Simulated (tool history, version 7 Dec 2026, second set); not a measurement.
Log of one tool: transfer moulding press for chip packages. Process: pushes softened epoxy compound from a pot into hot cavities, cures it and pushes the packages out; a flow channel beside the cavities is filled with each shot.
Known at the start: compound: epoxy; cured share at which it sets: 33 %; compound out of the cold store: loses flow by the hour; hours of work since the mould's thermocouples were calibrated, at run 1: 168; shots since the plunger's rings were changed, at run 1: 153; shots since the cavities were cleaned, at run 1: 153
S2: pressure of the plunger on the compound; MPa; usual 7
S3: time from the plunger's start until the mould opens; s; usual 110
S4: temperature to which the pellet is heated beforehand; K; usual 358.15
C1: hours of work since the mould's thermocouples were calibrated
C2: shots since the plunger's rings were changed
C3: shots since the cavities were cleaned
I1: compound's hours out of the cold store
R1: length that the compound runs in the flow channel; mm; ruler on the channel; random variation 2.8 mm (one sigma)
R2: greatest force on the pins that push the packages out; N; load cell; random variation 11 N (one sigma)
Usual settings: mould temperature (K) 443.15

Run 1, hour 0: usual settings; C1 168; C2 153; C3 153; I1 37.8. Result: R1 770 mm, R2 591 N.
Run 2, hour 14.9: usual settings but mould temperature (K) 451.15; C1 178; C2 300; C3 300; I1 20.6. Result: R1 826 mm, R2 532 N.
Run 3, hour 30.5: usual settings but mould temperature (K) 451.15; C1 187; C2 454; C3 454; I1 13.6. Result: R1 853 mm, R2 620 N.
Run 4, hour 44.3: usual settings but mould temperature (K) 451.15; C1 196; C2 592; C3 592; I1 37.1. Result: R1 749 mm, R2 635 N.
Run 5, hour 58.8: usual settings but mould temperature (K) 451.15; C1 205; C2 735; C3 735; I1 44.8. Result: R1 718 mm, R2 649 N.
Run 6, hour 79.4: usual settings but mould temperature (K) 451.15; C1 218; C2 939; C3 939; I1 47.1. Result: R1 710 mm, R2 714 N.
Run 7, hour 95.6: usual settings but S4 362.15 K; C1 228; C2 1100; C3 1100; I1 41.5. Result: R1 753 mm, R2 880 N.
At hour 98.6: cavities cleaned with cleaning compound and waxed.
Run 8, hour 117.9: usual settings; C1 241; C2 1305; C3 191; I1 24.2. Result: R1 832 mm, R2 647 N.
Run 9, hour 136.7: usual settings but S2 7.72 MPa; C1 253; C2 1491; C3 377; I1 21. Result: R1 880 mm, R2 753 N.
Run 10, hour 150.3: usual settings but mould temperature (K) 439.15, S2 7.75 MPa, S3 99 s; C1 261; C2 1626; C3 512; I1 41.6. Result: R1 798 mm, R2 1148 N.
Run 11, hour 163.6: usual settings but mould temperature (K) 439.15, S2 6.47 MPa, S3 121 s, S4 365.15 K; C1 269; C2 1758; C3 644; I1 24.6. Result: R1 803 mm, R2 819 N.
Run 12, hour 180.4: usual settings but mould temperature (K) 437.15; C1 280; C2 1925; C3 811; I1 46.8. Result: R1 745 mm, R2 1134 N.
Run 13, hour 195: usual settings but mould temperature (K) 437.15, S3 124 s, S4 361.15 K; C1 289; C2 2069; C3 955; I1 10.7. Result: R1 919 mm, R2 1044 N.
At hour 212.4: cavities cleaned with cleaning compound and waxed.
Run 14, hour 213.2: usual settings but mould temperature (K) 437.15, S3 124 s, S4 361.15 K; C1 300; C2 2234; C3 8; I1 40.9. Result: R1 765 mm, R2 591 N.
Run 15, hour 227.7: usual settings but mould temperature (K) 445.15, S2 6.65 MPa; C1 309; C2 2378; C3 152; I1 27.1. Result: R1 783 mm, R2 581 N.
Run 16, hour 247.2: usual settings but mould temperature (K) 445.15, S2 6.65 MPa; C1 321; C2 2571; C3 345; I1 44.6. Result: R1 709 mm, R2 622 N.

5 ways to go on from here, each from the tool as it stands after run 16. What would each give?
Run A, hour 265.9: usual settings but mould temperature (K) 435.15, S2 8.67 MPa; C1 332; C2 2756; C3 530; I1 44.7. Result: R1 ?, R2 ?.
Run B, hour 265.9: usual settings but mould temperature (K) 446.15, S2 6.65 MPa; C1 332; C2 2756; C3 530; I1 37.5. Result: R1 ?, R2 ?.
Run C, hour 265.9: usual settings but S2 8.25 MPa, S4 362.15 K; C1 332; C2 2756; C3 530; I1 28. Result: R1 ?, R2 ?.
Run D, hour 265.9: usual settings but mould temperature (K) 445.15, S2 7.79 MPa, S3 95 s; C1 332; C2 2756; C3 530; I1 8.4. Result: R1 ?, R2 ?.
Run E, hour 265.9: usual settings but mould temperature (K) 444.15, S4 364.15 K; C1 332; C2 2756; C3 530; I1 27.4. Result: R1 ?, R2 ?.

run   R1    R2
  A  845  1181
  B  733   698
  C  866   767
  D  938  1005
  E  801   760
Without the tool's hidden state the same runs would have given:
run   R1   R2
  A  861  749
  B  748  455
  C  883  493
  D  957  634
  E  818  491
